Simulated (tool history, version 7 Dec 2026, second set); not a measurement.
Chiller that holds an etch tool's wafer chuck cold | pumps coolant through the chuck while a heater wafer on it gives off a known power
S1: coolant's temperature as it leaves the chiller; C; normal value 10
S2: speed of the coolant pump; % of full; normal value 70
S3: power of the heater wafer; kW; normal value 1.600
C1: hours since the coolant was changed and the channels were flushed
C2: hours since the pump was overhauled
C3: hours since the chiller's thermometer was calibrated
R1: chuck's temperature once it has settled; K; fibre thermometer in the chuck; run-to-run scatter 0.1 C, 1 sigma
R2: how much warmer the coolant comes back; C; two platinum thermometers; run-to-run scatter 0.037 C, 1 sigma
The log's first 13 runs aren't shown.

run 14 day=16.758 | S1=10 S2=70 S3=2.313 | C1=6447 C2=1092 C3=2795 | R1=300.85 R2=10.76
run 15 day=18.067 | S1=10 S2=70 S3=2.313 | C1=6479 C2=1123 C3=2826 | R1=300.95 R2=10.69
-- day=18.571 gauge calibrated
run 16 day=19.271 | S1=10 S2=70 S3=2.313 | C1=6508 C2=1152 C3=2855 | R1=300.95 R2=10.46
run 17 day=20.538 | S1=3 S2=70 S3=1.921 | C1=6538 C2=1183 C3=2885 | R1=290.75 R2=8.67
run 18 day=21.908 | S1=10 S2=70 S3=1.921 | C1=6571 C2=1216 C3=2918 | R1=297.85 R2=8.75
run 19 day=23.588 | S1=10 S2=70 S3=1.921 | C1=6611 C2=1256 C3=2958 | R1=297.85 R2=8.74
run 20 day=25.092 | S1=10 S2=64 S3=1.798 | C1=6647 C2=1292 C3=2995 | R1=297.85 R2=9.01
run 21 day=26.488 | S1=15 S2=64 S3=1.291 | C1=6681 C2=1325 C3=3028 | R1=298.65 R2=6.55
run 22 day=28.179 | S1=15 S2=64 S3=1.291 | C1=6722 C2=1366 C3=3069 | R1=298.85 R2=6.59
-- day=28.912 chiller's thermometer calibrated
run 23 day=29.008 | S1=4 S2=78 S3=1.600 | C1=6740 C2=1385 C3=2 | R1=288.35 R2=6.76
run 24 day=30.158 | S1=4 S2=78 S3=1.600 | C1=6768 C2=1413 C3=30 | R1=288.65 R2=6.63
run 25 day=31.871 | S1=4 S2=78 S3=1.600 | C1=6809 C2=1454 C3=71 | R1=288.35 R2=6.68
run 26 day=33.121 | S1=10 S2=98 S3=1.600 | C1=6839 C2=1484 C3=101 | R1=292.55 R2=5.39
run 27 day=34.267 | S1=13 S2=87 S3=1.600 | C1=6867 C2=1511 C3=128 | R1=296.65 R2=6.09
run 28 day=35.746 | S1=13 S2=87 S3=1.600 | C1=6902 C2=1547 C3=164 | R1=296.55 R2=6.09
run 29 day=37.425 | S1=13 S2=87 S3=1.600 | C1=6942 C2=1587 C3=204 | R1=296.45 R2=6.13
run 30 day=39.238 | S1=13 S2=88 S3=2.134 | C1=6986 C2=1631 C3=248 | R1=299.85 R2=8.05

Each row is a separate what-if for the run after 30, all from the same tool condition, not one after another. Results?
run A day=40.400 | S1=13 S2=88 S3=0.951 | C1=7014 C2=1658 C3=276 | R1=? R2=?
run B day=40.400 | S1=12 S2=81 S3=1.600 | C1=7014 C2=1658 C3=276 | R1=? R2=?
run C day=40.400 | S1=16 S2=78 S3=0.978 | C1=7014 C2=1658 C3=276 | R1=? R2=?
run D day=40.400 | S1=14 S2=90 S3=2.119 | C1=7014 C2=1658 C3=276 | R1=? R2=?
run E day=40.400 | S1=10 S2=74 S3=1.600 | C1=7014 C2=1658 C3=276 | R1=? R2=?

run=A R1=292.15 R2=3.78
run=B R1=296.25 R2=6.58
run=C R1=296.05 R2=4.32
run=D R1=300.55 R2=7.83
run=E R1=294.95 R2=7.15
Had the tool no hidden state, the same runs would have come out as:
run=A R1=292.15 R2=3.48
run=B R1=296.25 R2=6.27
run=C R1=296.05 R2=4.01
run=D R1=300.45 R2=7.52
run=E R1=294.95 R2=6.84
